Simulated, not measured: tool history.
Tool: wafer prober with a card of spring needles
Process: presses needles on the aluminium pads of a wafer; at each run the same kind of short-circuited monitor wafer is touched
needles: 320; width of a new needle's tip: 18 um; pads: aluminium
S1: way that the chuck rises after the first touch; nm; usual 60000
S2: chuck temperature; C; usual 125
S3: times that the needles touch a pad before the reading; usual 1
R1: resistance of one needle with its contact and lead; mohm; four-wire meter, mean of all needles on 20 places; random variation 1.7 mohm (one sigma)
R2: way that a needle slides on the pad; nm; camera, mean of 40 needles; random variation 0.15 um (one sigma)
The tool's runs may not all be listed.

run 1 day=0.000 | S1=60000 S2=125 S3=1 | R1=175 R2=15140
-- day=0.075 tips cleaned on abrasive film
-- day=0.483 tips cleaned on abrasive film
run 2 day=0.558 | S1=60000 S2=125 S3=1 | R1=173 R2=15220
run 3 day=0.838 | S1=60000 S2=125 S3=1 | R1=177 R2=15270
-- day=0.875 tips cleaned on abrasive film
run 4 day=1.183 | S1=60000 S2=125 S3=1 | R1=177 R2=15200
-- day=1.271 tips cleaned on abrasive film
run 5 day=1.592 | S1=60000 S2=125 S3=1 | R1=174 R2=15440
-- day=1.692 tips cleaned on abrasive film
-- day=2.129 tips cleaned on abrasive film
run 6 day=2.138 | S1=60000 S2=125 S3=1 | R1=172 R2=15140
-- day=2.521 tips cleaned on abrasive film
run 7 day=2.692 | S1=60000 S2=125 S3=1 | R1=172 R2=15430
-- day=2.921 tips cleaned on abrasive film
run 8 day=3.208 | S1=60000 S2=125 S3=1 | R1=175 R2=15440
-- day=3.350 tips cleaned on abrasive film
run 9 day=3.458 | S1=60000 S2=125 S3=1 | R1=175 R2=15280
-- day=3.779 tips cleaned on abrasive film
run 10 day=3.800 | S1=60000 S2=125 S3=1 | R1=174 R2=15370
-- day=4.175 tips cleaned on abrasive film
run 11 day=4.175 | S1=60000 S2=125 S3=1 | R1=172 R2=15160
-- day=4.608 tips cleaned on abrasive film
run 12 day=4.704 | S1=72000 S2=125 S3=1 | R1=173 R2=18220
-- day=5.025 tips cleaned on abrasive film
run 13 day=5.033 | S1=72000 S2=102 S3=2 | R1=166 R2=18340
-- day=5.450 tips cleaned on abrasive film
run 14 day=5.467 | S1=72000 S2=102 S3=2 | R1=166 R2=18500
run 15 day=5.775 | S1=72000 S2=102 S3=2 | R1=167 R2=18550
-- day=5.883 tips cleaned on abrasive film
run 16 day=6.154 | S1=57000 S2=102 S3=2 | R1=171 R2=14880
-- day=6.317 tips cleaned on abrasive film
run 17 day=6.700 | S1=57000 S2=102 S3=2 | R1=173 R2=14820
-- day=6.729 tips cleaned on abrasive film
run 18 day=6.950 | S1=58000 S2=45 S3=1 | R1=161 R2=14890
-- day=7.162 tips cleaned on abrasive film
run 19 day=7.412 | S1=41000 S2=36 S3=1 | R1=166 R2=10620
-- day=7.592 tips cleaned on abrasive film
run 20 day=7.875 | S1=60000 S2=116 S3=3 | R1=174 R2=15440
-- day=8.004 tips cleaned on abrasive film
run 21 day=8.296 | S1=52000 S2=30 S3=2 | R1=159 R2=13290

Forecast run 22:
-- day=8.408 tips cleaned on abrasive film
run 22 day=8.754 | S1=52000 S2=30 S3=2 | R1=? R2=?

R1: 161 mohm
R2: 13100 nm
Without the tool's hidden state the same run would have given R1 161 mohm, R2 13100 nm.
